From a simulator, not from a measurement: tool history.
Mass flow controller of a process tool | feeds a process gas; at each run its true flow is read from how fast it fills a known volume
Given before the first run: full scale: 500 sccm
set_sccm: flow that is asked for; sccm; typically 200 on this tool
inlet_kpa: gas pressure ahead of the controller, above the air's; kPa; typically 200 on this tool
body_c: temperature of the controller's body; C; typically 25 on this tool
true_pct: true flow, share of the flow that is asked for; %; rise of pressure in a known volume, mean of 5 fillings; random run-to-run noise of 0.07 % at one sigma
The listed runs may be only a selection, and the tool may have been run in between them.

Run 1, hour 0: usual settings. Result: true_pct 98.25 %.
Run 2, hour 60.4: usual settings. Result: true_pct 97.98 %.
Run 3, hour 160.2: usual settings. Result: true_pct 97.81 %.
Run 4, hour 209.9: usual settings. Result: true_pct 97.92 %.
Run 5, hour 304.5: usual settings. Result: true_pct 97.95 %.
Run 6, hour 395.3: usual settings. Result: true_pct 97.78 %.
Run 7, hour 451.7: usual settings. Result: true_pct 97.6 %.
Run 8, hour 521.5: usual settings. Result: true_pct 97.53 %.
Run 9, hour 612.3: usual settings. Result: true_pct 97.48 %.
Run 10, hour 698.1: usual settings. Result: true_pct 97.4 %.
Run 11, hour 757.5: usual settings. Result: true_pct 97.37 %.
Run 12, hour 817.4: usual settings. Result: true_pct 97.44 %.
Run 13, hour 881.8: usual settings. Result: true_pct 97.23 %.
Run 14, hour 978.9: usual settings. Result: true_pct 97.14 %.
Run 15, hour 1055.6: usual settings but inlet_kpa 149 kPa. Result: true_pct 97.33 %.
Run 16, hour 1155.5: usual settings but inlet_kpa 149 kPa. Result: true_pct 97.2 %.
Run 17, hour 1223: usual settings but inlet_kpa 149 kPa. Result: true_pct 97.14 %.
Run 18, hour 1293.8: usual settings but set_sccm 74 sccm. Result: true_pct 95.85 %.
Run 19, hour 1349.3: usual settings but set_sccm 70 sccm. Result: true_pct 96.06 %.
Run 20, hour 1439: usual settings but set_sccm 70 sccm. Result: true_pct 95.85 %.
Run 21, hour 1535.5: usual settings but inlet_kpa 188 kPa. Result: true_pct 96.4 %.
Run 22, hour 1628.5: usual settings but inlet_kpa 188 kPa. Result: true_pct 96.49 %.
Run 23, hour 1704.3: usual settings but inlet_kpa 188 kPa. Result: true_pct 96.41 %.
Run 24, hour 1761.7: usual settings but inlet_kpa 208 kPa. Result: true_pct 96.15 %.
Run 25, hour 1819.7: usual settings but set_sccm 54 sccm, inlet_kpa 279 kPa, body_c 22 C. Result: true_pct 94.99 %.
Run 26, hour 1881.5: usual settings but set_sccm 54 sccm, inlet_kpa 279 kPa, body_c 22 C. Result: true_pct 94.95 %.
Run 27, hour 1923.7: usual settings but body_c 21 C. Result: true_pct 96.15 %.
Run 28, hour 1971.5: usual settings but set_sccm 143 sccm, inlet_kpa 178 kPa, body_c 21 C. Result: true_pct 95.81 %.
Run 29, hour 2061.6: usual settings but inlet_kpa 220 kPa. Result: true_pct 95.9 %.
Run 30, hour 2143.4: usual settings but inlet_kpa 220 kPa. Result: true_pct 95.62 %.
Run 31, hour 2223: usual settings but inlet_kpa 220 kPa. Result: true_pct 95.62 %.
Run 32, hour 2266.7: usual settings but inlet_kpa 220 kPa. Result: true_pct 95.48 %.
Run 33, hour 2322: usual settings but inlet_kpa 155 kPa, body_c 28 C. Result: true_pct 95.86 %.
Run 34, hour 2389.6: usual settings but inlet_kpa 155 kPa, body_c 28 C. Result: true_pct 95.74 %.
Run 35, hour 2445.7: usual settings but set_sccm 81 sccm, inlet_kpa 253 kPa, body_c 28 C. Result: true_pct 94.43 %.
Run 36, hour 2513.7: usual settings but set_sccm 54 sccm, inlet_kpa 180 kPa, body_c 35 C. Result: true_pct 94.52 %.
Run 37, hour 2584.7: usual settings but set_sccm 150 sccm, body_c 27 C. Result: true_pct 95.01 %.
At hour 2594: gauge calibrated.
Run 38, hour 2639.4: usual settings but set_sccm 92 sccm, body_c 22 C. Result: true_pct 97.54 %.
Run 39, hour 2705.1: usual settings but set_sccm 423 sccm, body_c 23 C. Result: true_pct 99.45 %.
Run 40, hour 2759.8: usual settings but set_sccm 101 sccm, body_c 39 C. Result: true_pct 97.12 %.
Run 41, hour 2814: usual settings but set_sccm 101 sccm, body_c 39 C. Result: true_pct 97.09 %.
Run 42, hour 2866.4: usual settings but set_sccm 62 sccm, inlet_kpa 156 kPa, body_c 27 C. Result: true_pct 97.21 %.
Run 43, hour 2960: usual settings but set_sccm 241 sccm. Result: true_pct 97.99 %.
Run 44, hour 3031.6: usual settings but set_sccm 86 sccm, inlet_kpa 189 kPa, body_c 32 C. Result: true_pct 96.98 %.
Run 45, hour 3113: usual settings but set_sccm 86 sccm, inlet_kpa 189 kPa, body_c 32 C. Result: true_pct 96.88 %.
Run 46, hour 3166.7: usual settings but set_sccm 149 sccm, inlet_kpa 254 kPa, body_c 39 C. Result: true_pct 96.56 %.
Run 47, hour 3268.6: usual settings but set_sccm 264 sccm, inlet_kpa 254 kPa, body_c 20 C. Result: true_pct 97.65 %.
Run 48, hour 3369: usual settings but set_sccm 264 sccm, inlet_kpa 254 kPa, body_c 20 C. Result: true_pct 97.53 %.

What would each run have given without the hidden state, its run-to-run variation left as it was?
What the log doesn't record here: flow at rest that the sensor doesn't see, % of full scale; true flow over the shown one, %; drift of the gauge itself on true_pct, %.
run  true_pct
  1     98.25
  2     98.05
  3     97.98
  4     98.15
  5     98.28
  6     98.22
  7      98.1
  8      98.1
  9     98.15
 10     98.16
 11      98.2
 12     98.34
 13      98.2
 14     98.22
 15      98.5
 16     98.47
 17     98.49
 18     97.25
 19     97.53
 20     97.42
 21      98.1
 22     98.29
 23     98.29
 24     98.09
 25     96.96
 26     96.99
 27     98.27
 28     97.98
 29     98.18
 30     97.98
 31     98.07
 32     97.98
 33     98.43
 34     98.38
 35     97.09
 36     97.26
 37     97.86
 38     97.57
 39     99.57
 40     97.28
 41     97.32
 42     97.49
 43     98.39
 44     97.45
 45     97.43
 46     97.18
 47     98.39
 48     98.39

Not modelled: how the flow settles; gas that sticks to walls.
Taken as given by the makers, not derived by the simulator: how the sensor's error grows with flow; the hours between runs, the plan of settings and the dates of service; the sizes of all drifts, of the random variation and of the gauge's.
